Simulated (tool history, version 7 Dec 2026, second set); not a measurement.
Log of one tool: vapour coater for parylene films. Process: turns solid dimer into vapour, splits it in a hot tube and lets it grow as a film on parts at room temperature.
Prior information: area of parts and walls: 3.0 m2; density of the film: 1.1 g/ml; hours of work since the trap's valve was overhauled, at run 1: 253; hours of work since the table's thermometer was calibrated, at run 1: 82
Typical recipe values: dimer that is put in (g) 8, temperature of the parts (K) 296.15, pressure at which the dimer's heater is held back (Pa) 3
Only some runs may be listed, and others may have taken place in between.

run   hour  dimer that is put in (g)  temperature of the parts (K)  pressure at which the dimer's heater is held back (Pa)  hours of work since the trap's valve was overhauled  hours of work since the table's thermometer was calibrated  thickness of the film (um)
  1      0                         8                        296.15                                                       3                                                  253                                                          82                        1.65
  2   11.7                         8                        296.15                                                       3                                                  263                                                          92                         1.6
  3   38.1                         8                        300.15                                                       3                                                  284                                                         113                        1.41
  4   49.7                         8                        300.15                                                       3                                                  293                                                         122                        1.41
  5     70                         8                        300.15                                                       3                                                  309                                                         138                        1.37
  6   81.4                         9                        300.15                                                       3                                                  319                                                         148                        1.55
  7  106.6                         8                        296.15                                                       3                                                  339                                                         168                        1.61
  8  119.4                         8                        296.15                                                       3                                                  349                                                         178                        1.64
  9  138.9                         7                        296.15                                                       3                                                  365                                                         194                        1.41
 10  150.9                         8                        296.15                                                       3                                                  374                                                         203                        1.63
 11  170.8                         7                        296.15                                                       3                                                  390                                                         219                        1.43
 12    187                         7                        296.15                                                       3                                                  403                                                         232                        1.41
 13  199.6                         8                        294.15                                                    6.84                                                  413                                                         242                        1.55
 14  210.8                         5                        303.15                                                    6.84                                                  422                                                         251                        0.66
 15  235.9                        11                        296.15                                                    3.61                                                  442                                                         271                        2.18
 16    255                         8                        290.15                                                    2.34                                                  458                                                         287                        2.19
 17    270                        10                        288.15                                                    3.06                                                  470                                                         299                        2.83
 18  281.7                         7                        288.15                                                    3.06                                                  479                                                         308                        1.96
 19  294.4                         8                        296.15                                                       3                                                  489                                                         318                        1.64
 20    306                         7                        296.15                                                    2.48                                                  498                                                         328                        1.47
 21  332.1                        13                        293.15                                                    2.56                                                  519                                                         348                        3.11
 22  346.7                         7                        296.15                                                    9.44                                                  531                                                         360                        1.19
     367.8  -- trap's valve overhauled
 23    374                         6                        296.15                                                    2.26                                                    5                                                         379                        1.28
 24  398.4                         8                        303.15                                                    2.17                                                   25                                                         398                        1.29

3 ways to go on from here, each from the tool as it stands after run 24. What would each give?
  A  424.6                         4                        292.15                                                    4.95                                                   46                                                         419                           ?
  B  424.6                         8                        293.15                                                       3                                                   46                                                         419                           ?
  C  424.6                         6                        305.15                                                    6.88                                                   46                                                         419                           ?

run  thickness of the film (um)
  A                         0.9
  B                        1.88
  C                        0.75
Without the tool's unlogged condition, the same runs would have read:
run  thickness of the film (um)
  A                         0.9
  B                        1.88
  C                        0.75
